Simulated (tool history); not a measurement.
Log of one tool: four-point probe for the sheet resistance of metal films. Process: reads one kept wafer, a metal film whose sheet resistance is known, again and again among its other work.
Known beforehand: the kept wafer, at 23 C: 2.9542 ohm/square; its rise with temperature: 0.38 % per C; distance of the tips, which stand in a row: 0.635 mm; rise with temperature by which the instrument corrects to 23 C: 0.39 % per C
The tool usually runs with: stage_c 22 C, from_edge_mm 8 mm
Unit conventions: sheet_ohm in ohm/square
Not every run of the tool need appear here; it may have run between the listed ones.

run 1 hour=0.0 | stage_c=22 from_edge_mm=8 | sheet_ohm=3.007128
run 2 hour=55.2 | stage_c=22 from_edge_mm=8 | sheet_ohm=3.008657
run 3 hour=84.9 | stage_c=22 from_edge_mm=8 | sheet_ohm=3.008454
run 4 hour=124.9 | stage_c=22 from_edge_mm=8 | sheet_ohm=3.009207
run 5 hour=173.4 | stage_c=22 from_edge_mm=8 | sheet_ohm=3.011977
run 6 hour=228.7 | stage_c=19 from_edge_mm=8 | sheet_ohm=3.012602
run 7 hour=283.9 | stage_c=23 from_edge_mm=8 | sheet_ohm=3.015606
run 8 hour=307.8 | stage_c=23 from_edge_mm=8 | sheet_ohm=3.015905
run 9 hour=331.2 | stage_c=23 from_edge_mm=8 | sheet_ohm=3.016946
run 10 hour=355.2 | stage_c=23 from_edge_mm=8 | sheet_ohm=3.015900
run 11 hour=382.0 | stage_c=23 from_edge_mm=21 | sheet_ohm=3.008393
run 12 hour=417.0 | stage_c=23 from_edge_mm=21 | sheet_ohm=3.008300
run 13 hour=466.4 | stage_c=23 from_edge_mm=21 | sheet_ohm=3.011137
run 14 hour=505.5 | stage_c=19 from_edge_mm=10 | sheet_ohm=3.016875
run 15 hour=538.6 | stage_c=22 from_edge_mm=38 | sheet_ohm=3.011646
run 16 hour=588.5 | stage_c=26 from_edge_mm=19 | sheet_ohm=3.014154
run 17 hour=624.1 | stage_c=28 from_edge_mm=8 | sheet_ohm=3.021546
run 18 hour=681.6 | stage_c=28 from_edge_mm=8 | sheet_ohm=3.025144
run 19 hour=708.6 | stage_c=26 from_edge_mm=42 | sheet_ohm=3.015466

What if the next run were any one of these 4? Each begins from the tool's condition after run 19:
run A hour=760.8 | stage_c=25 from_edge_mm=15 | sheet_ohm=?
run B hour=760.8 | stage_c=23 from_edge_mm=69 | sheet_ohm=?
run C hour=760.8 | stage_c=31 from_edge_mm=5 | sheet_ohm=?
run D hour=760.8 | stage_c=27 from_edge_mm=23 | sheet_ohm=?

run=A sheet_ohm=3.018633
run=B sheet_ohm=3.017612
run=C sheet_ohm=3.042089
run=D sheet_ohm=3.018582
With the hidden condition removed and each run's random variation left untouched, the same runs would have given:
run=A sheet_ohm=2.955224
run=B sheet_ohm=2.954231
run=C sheet_ohm=2.978190
run=D sheet_ohm=2.955159
